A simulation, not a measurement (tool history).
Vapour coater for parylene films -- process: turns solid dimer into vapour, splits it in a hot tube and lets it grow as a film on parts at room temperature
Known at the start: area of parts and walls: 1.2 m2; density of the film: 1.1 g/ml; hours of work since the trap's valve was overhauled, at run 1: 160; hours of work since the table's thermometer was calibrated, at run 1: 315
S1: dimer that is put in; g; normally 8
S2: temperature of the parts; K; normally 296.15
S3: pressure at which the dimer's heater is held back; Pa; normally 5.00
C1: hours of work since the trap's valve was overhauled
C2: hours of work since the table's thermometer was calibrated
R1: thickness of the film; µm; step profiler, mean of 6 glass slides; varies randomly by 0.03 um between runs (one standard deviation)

run	hour	S1	S2	S3	C1	C2	R1
1	0.0	8	296.15	5.00	160	315	2.77
2	14.2	8	296.15	5.00	169	324	2.78
3	25.9	8	296.15	8.18	176	331	2.66
4	46.6	8	296.15	8.18	189	343	2.62
5	69.0	8	296.15	8.18	202	357	2.56
6	88.0	8	296.15	8.18	214	369	2.66
7	101.3	8	296.15	8.18	222	377	2.60
8	111.5	8	296.15	5.00	228	383	2.79
9	126.3	3	294.15	2.73	238	392	1.18
10	137.0	3	306.15	6.91	244	399	0.78
11	160.2	5	303.15	5.00	258	413	1.44
12	177.5	8	296.15	5.00	269	424	2.76

Predict the results of run 13:
13	197.2	8	295.15	6.10	281	436	?

R1: 2.72 µm
With no hidden state in the tool, this same run would have given R1 2.74 µm.
